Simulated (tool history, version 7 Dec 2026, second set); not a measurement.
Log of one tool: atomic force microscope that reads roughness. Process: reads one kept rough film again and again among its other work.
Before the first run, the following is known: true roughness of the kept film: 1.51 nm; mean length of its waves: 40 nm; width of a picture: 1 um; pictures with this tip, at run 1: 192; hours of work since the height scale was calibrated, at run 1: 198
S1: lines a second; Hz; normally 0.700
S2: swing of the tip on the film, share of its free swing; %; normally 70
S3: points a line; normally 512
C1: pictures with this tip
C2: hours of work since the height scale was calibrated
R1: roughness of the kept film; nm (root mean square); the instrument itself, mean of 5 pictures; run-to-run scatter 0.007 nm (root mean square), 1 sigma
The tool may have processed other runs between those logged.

{"run": 1, "hour": 0.0, "S1": 0.7, "S2": 70, "S3": 512, "C1": 192, "C2": 198, "R1": 1.378}
{"hour": 12.5, "done": "new tip fitted"}
{"run": 2, "hour": 36.6, "S1": 0.827, "S2": 70, "S3": 512, "C1": 34, "C2": 222, "R1": 1.414}
{"run": 3, "hour": 65.7, "S1": 0.7, "S2": 85, "S3": 512, "C1": 74, "C2": 243, "R1": 1.359}
{"run": 4, "hour": 97.9, "S1": 0.7, "S2": 85, "S3": 512, "C1": 119, "C2": 265, "R1": 1.34}
{"run": 5, "hour": 123.6, "S1": 0.7, "S2": 85, "S3": 322, "C1": 155, "C2": 282, "R1": 1.335}
{"run": 6, "hour": 155.3, "S1": 0.7, "S2": 85, "S3": 322, "C1": 199, "C2": 304, "R1": 1.31}
{"hour": 164.2, "done": "new tip fitted"}
{"run": 7, "hour": 181.1, "S1": 3.857, "S2": 88, "S3": 473, "C1": 23, "C2": 322, "R1": 1.036}
{"run": 8, "hour": 202.1, "S1": 0.7, "S2": 62, "S3": 512, "C1": 52, "C2": 336, "R1": 1.432}
{"run": 9, "hour": 238.2, "S1": 0.928, "S2": 60, "S3": 515, "C1": 103, "C2": 361, "R1": 1.421}
{"run": 10, "hour": 269.2, "S1": 0.7, "S2": 70, "S3": 293, "C1": 146, "C2": 382, "R1": 1.376}
{"run": 11, "hour": 295.3, "S1": 0.7, "S2": 70, "S3": 293, "C1": 182, "C2": 400, "R1": 1.365}

For some of the steps in R1 from one run to the next: how much would appear even if the tool had no hidden state, given the settings, what came in and random variation, and how much remains for the hidden state plus any gauge scatter that the measured result and the result without hidden state don't share?
Hidden state present: radius of the tip, nm; height scale over the true one, %; drift of the gauge itself on roughness_nm, %.
Run 6 -> 7: S1 0.700 -> 3.857, S2 85 -> 88, S3 322 -> 473, new tip fitted. R1 -0.274 nm (root mean square): hidden state +0.055, all else -0.329.
Run 7 -> 8: S1 3.857 -> 0.700, S2 88 -> 62, S3 473 -> 512. R1 +0.396 nm (root mean square): hidden state -0.013, all else +0.409.

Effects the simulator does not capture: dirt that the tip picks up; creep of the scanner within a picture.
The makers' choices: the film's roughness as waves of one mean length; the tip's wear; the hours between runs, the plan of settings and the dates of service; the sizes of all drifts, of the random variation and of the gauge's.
